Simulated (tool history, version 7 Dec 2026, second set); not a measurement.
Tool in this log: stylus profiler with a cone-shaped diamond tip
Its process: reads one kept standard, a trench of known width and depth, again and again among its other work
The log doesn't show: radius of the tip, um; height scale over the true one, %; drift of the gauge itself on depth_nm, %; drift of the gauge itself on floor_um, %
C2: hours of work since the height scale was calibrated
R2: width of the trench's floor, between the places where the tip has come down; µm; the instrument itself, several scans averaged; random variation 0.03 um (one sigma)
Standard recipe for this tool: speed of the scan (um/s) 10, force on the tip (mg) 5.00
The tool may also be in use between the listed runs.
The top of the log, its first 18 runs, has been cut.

-- hour=851.7 height scale calibrated on a step standard
run 19 hour=891.8 | speed_of_the_scan_(um/s)=3 force_on_the_tip_(mg)=1.87 | scans_with_this_tip=10037 C2=22 | depth_of_the_trench_(nm)=505.55 R2=13.69
run 20 hour=952.5 | speed_of_the_scan_(um/s)=13 force_on_the_tip_(mg)=1.70 | scans_with_this_tip=10539 C2=56 | depth_of_the_trench_(nm)=505.45 R2=13.56
-- hour=957.0 height scale calibrated on a step standard, once more
run 21 hour=1013.7 | speed_of_the_scan_(um/s)=6 force_on_the_tip_(mg)=8.72 | scans_with_this_tip=11040 C2=31 | depth_of_the_trench_(nm)=510.48 R2=13.54
run 22 hour=1073.2 | speed_of_the_scan_(um/s)=4 force_on_the_tip_(mg)=6.15 | scans_with_this_tip=11531 C2=65 | depth_of_the_trench_(nm)=508.48 R2=13.47
run 23 hour=1119.0 | speed_of_the_scan_(um/s)=2 force_on_the_tip_(mg)=11.12 | scans_with_this_tip=11909 C2=90 | depth_of_the_trench_(nm)=512.42 R2=13.48
run 24 hour=1152.2 | speed_of_the_scan_(um/s)=6 force_on_the_tip_(mg)=12.60 | scans_with_this_tip=12184 C2=108 | depth_of_the_trench_(nm)=513.42 R2=13.39
run 25 hour=1217.7 | speed_of_the_scan_(um/s)=6 force_on_the_tip_(mg)=12.60 | scans_with_this_tip=12724 C2=145 | depth_of_the_trench_(nm)=513.75 R2=13.27
run 26 hour=1261.0 | speed_of_the_scan_(um/s)=20 force_on_the_tip_(mg)=2.95 | scans_with_this_tip=13082 C2=169 | depth_of_the_trench_(nm)=505.53 R2=13.20

The next listed run, before its measurement:
run 27 hour=1302.4 | speed_of_the_scan_(um/s)=20 force_on_the_tip_(mg)=2.95 | scans_with_this_tip=13424 C2=192 | depth_of_the_trench_(nm)=? R2=?

depth of the trench (nm): 505.84
R2: 13.10 µm
Were there no unlogged condition in the tool, this run, its random variation unchanged, would have produced depth of the trench (nm) 505.28, R2 15.52 µm.
